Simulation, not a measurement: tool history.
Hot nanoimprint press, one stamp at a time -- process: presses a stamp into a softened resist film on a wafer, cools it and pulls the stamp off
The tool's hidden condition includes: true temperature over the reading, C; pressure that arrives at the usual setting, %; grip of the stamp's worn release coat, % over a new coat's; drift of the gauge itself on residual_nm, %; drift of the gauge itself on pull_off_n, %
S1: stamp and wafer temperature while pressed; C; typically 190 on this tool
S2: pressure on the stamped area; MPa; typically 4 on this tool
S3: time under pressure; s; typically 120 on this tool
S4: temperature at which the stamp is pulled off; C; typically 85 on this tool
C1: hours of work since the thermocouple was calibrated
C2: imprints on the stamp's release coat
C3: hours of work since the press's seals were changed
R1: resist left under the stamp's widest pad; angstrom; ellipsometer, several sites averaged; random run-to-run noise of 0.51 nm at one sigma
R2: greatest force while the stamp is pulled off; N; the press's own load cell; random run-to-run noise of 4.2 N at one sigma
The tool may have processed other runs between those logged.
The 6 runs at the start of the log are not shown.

run 7 hour=47.1 | S1=190 S2=4 S3=120 S4=71 | C1=368 C2=932 C3=193 | R1=1726 R2=338
run 8 hour=59.7 | S1=190 S2=4 S3=120 S4=71 | C1=376 C2=969 C3=201 | R1=1722 R2=335
run 9 hour=69.1 | S1=190 S2=4 S3=120 S4=85 | C1=382 C2=997 C3=207 | R1=1717 R2=278
run 10 hour=80 | S1=190 S2=4 S3=120 S4=85 | C1=389 C2=1030 C3=214 | R1=1718 R2=279
run 11 hour=93.1 | S1=190 S2=3.11 S3=120 S4=85 | C1=397 C2=1069 C3=222 | R1=1913 R2=270
run 12 hour=100.9 | S1=190 S2=4 S3=143 S4=85 | C1=402 C2=1092 C3=227 | R1=1588 R2=278
-- hour=105 plate thermocouple calibrated
run 13 hour=114.4 | S1=190 S2=2.45 S3=143 S4=85 | C1=6 C2=1123 C3=234 | R1=1970 R2=284
run 14 hour=125.2 | S1=190 S2=2.45 S3=143 S4=85 | C1=13 C2=1155 C3=241 | R1=1963 R2=280
run 15 hour=136.5 | S1=190 S2=4 S3=162 S4=85 | C1=20 C2=1189 C3=248 | R1=1495 R2=284
run 16 hour=142.6 | S1=190 S2=4.9 S3=120 S4=85 | C1=24 C2=1207 C3=252 | R1=1551 R2=285
run 17 hour=148.2 | S1=190 S2=4.9 S3=120 S4=85 | C1=28 C2=1224 C3=256 | R1=1551 R2=296
run 18 hour=156.4 | S1=192 S2=3.29 S3=120 S4=85 | C1=33 C2=1248 C3=261 | R1=1740 R2=288
-- hour=164.3 stamp cleaned and given a new release coat
run 19 hour=172.1 | S1=186 S2=6.18 S3=167 S4=84 | C1=39 C2=23 C3=267 | R1=1384 R2=213
-- hour=185.5 plate thermocouple calibrated, once more
run 20 hour=186 | S1=186 S2=6.18 S3=167 S4=84 | C1=0 C2=55 C3=274 | R1=1492 R2=213
run 21 hour=198.5 | S1=197 S2=4.1 S3=120 S4=79 | C1=8 C2=93 C3=282 | R1=1414 R2=241
run 22 hour=207.5 | S1=190 S2=2.57 S3=120 S4=80 | C1=14 C2=119 C3=288 | R1=2190 R2=235
run 23 hour=219 | S1=190 S2=2.57 S3=120 S4=80 | C1=21 C2=154 C3=295 | R1=2179 R2=241
run 24 hour=229.1 | S1=190 S2=2.57 S3=120 S4=80 | C1=28 C2=184 C3=302 | R1=2188 R2=230
run 25 hour=241.1 | S1=190 S2=3.03 S3=117 S4=85 | C1=36 C2=219 C3=310 | R1=2063 R2=220
run 26 hour=250.7 | S1=190 S2=3.28 S3=117 S4=71 | C1=42 C2=248 C3=316 | R1=1991 R2=289
run 27 hour=261.3 | S1=188 S2=4.74 S3=118 S4=80 | C1=49 C2=279 C3=322 | R1=1799 R2=257
run 28 hour=269.9 | S1=179 S2=5.04 S3=82 S4=72 | C1=54 C2=305 C3=328 | R1=2741 R2=283
run 29 hour=280.3 | S1=179 S2=5.04 S3=69 S4=72 | C1=61 C2=336 C3=335 | R1=2910 R2=278
run 30 hour=294 | S1=180 S2=3.56 S3=120 S4=85 | C1=69 C2=376 C3=343 | R1=2645 R2=233
run 31 hour=304.5 | S1=180 S2=3.56 S3=120 S4=85 | C1=76 C2=408 C3=350 | R1=2636 R2=233

Alternative continuations, all from the tool just after run 31; predict every row:
run A hour=310.4 | S1=190 S2=3.44 S3=88 S4=74 | C1=80 C2=425 C3=354 | R1=? R2=?
run B hour=310.4 | S1=200 S2=3.56 S3=85 S4=85 | C1=80 C2=425 C3=354 | R1=? R2=?
run C hour=310.4 | S1=194 S2=3.77 S3=120 S4=73 | C1=80 C2=425 C3=354 | R1=? R2=?

run=A R1=2177 R2=290
run=B R1=1596 R2=242
run=C R1=1617 R2=286
The same runs, with their run-to-run variation unchanged, on a tool lacking any hidden condition would have given:
run=A R1=2178 R2=254
run=B R1=1593 R2=212
run=C R1=1614 R2=251

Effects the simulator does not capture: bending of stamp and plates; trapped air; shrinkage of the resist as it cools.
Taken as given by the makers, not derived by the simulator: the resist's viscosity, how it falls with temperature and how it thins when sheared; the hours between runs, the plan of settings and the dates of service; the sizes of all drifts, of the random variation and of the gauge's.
